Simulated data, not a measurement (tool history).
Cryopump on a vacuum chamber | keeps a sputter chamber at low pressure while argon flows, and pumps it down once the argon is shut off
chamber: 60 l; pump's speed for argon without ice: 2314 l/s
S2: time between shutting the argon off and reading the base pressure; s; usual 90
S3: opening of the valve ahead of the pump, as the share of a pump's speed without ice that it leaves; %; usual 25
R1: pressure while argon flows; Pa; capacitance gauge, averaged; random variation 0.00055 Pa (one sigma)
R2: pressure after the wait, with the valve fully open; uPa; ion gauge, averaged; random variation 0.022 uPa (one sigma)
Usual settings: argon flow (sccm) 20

run 1 hour=0.0 | argon_flow_(sccm)=20 S2=90 S3=25 | R1=0.0601 R2=0.59
run 2 hour=7.3 | argon_flow_(sccm)=20 S2=90 S3=25 | R1=0.0606 R2=0.61
run 3 hour=14.8 | argon_flow_(sccm)=20 S2=90 S3=18 | R1=0.0828 R2=0.64
run 4 hour=24.6 | argon_flow_(sccm)=14 S2=90 S3=18 | R1=0.0584 R2=0.59
run 5 hour=33.5 | argon_flow_(sccm)=17 S2=90 S3=18 | R1=0.0720 R2=0.63
run 6 hour=41.8 | argon_flow_(sccm)=20 S2=58 S3=25 | R1=0.0605 R2=0.83
run 7 hour=54.1 | argon_flow_(sccm)=20 S2=90 S3=32 | R1=0.0474 R2=0.61
run 8 hour=64.2 | argon_flow_(sccm)=30 S2=90 S3=32 | R1=0.0726 R2=0.62
run 9 hour=77.2 | argon_flow_(sccm)=19 S2=51 S3=25 | R1=0.0578 R2=0.92
run 10 hour=85.0 | argon_flow_(sccm)=22 S2=53 S3=25 | R1=0.0667 R2=0.96
run 11 hour=94.4 | argon_flow_(sccm)=22 S2=53 S3=25 | R1=0.0667 R2=0.92
run 12 hour=103.2 | argon_flow_(sccm)=22 S2=53 S3=25 | R1=0.0668 R2=0.86
run 13 hour=114.1 | argon_flow_(sccm)=26 S2=90 S3=28 | R1=0.0723 R2=0.63
run 14 hour=126.8 | argon_flow_(sccm)=22 S2=46 S3=26 | R1=0.0653 R2=1.04

The same runs without the tool's hidden state, with the same run-to-run variation:
The hidden state here: pump's speed, % of a pump's without ice; cold plate's temperature, K; leak into the chamber, uPa l/s; drift of the gauge itself on working_pa, %; drift of the gauge itself on base_upa, %.
run=1 R1=0.0579 R2=0.51
run=2 R1=0.0584 R2=0.52
run=3 R1=0.0805 R2=0.55
run=4 R1=0.0567 R2=0.50
run=5 R1=0.0699 R2=0.54
run=6 R1=0.0581 R2=0.74
run=7 R1=0.0449 R2=0.52
run=8 R1=0.0687 R2=0.53
run=9 R1=0.0553 R2=0.82
run=10 R1=0.0637 R2=0.85
run=11 R1=0.0637 R2=0.82
run=12 R1=0.0637 R2=0.76
run=13 R1=0.0684 R2=0.53
run=14 R1=0.0620 R2=0.93
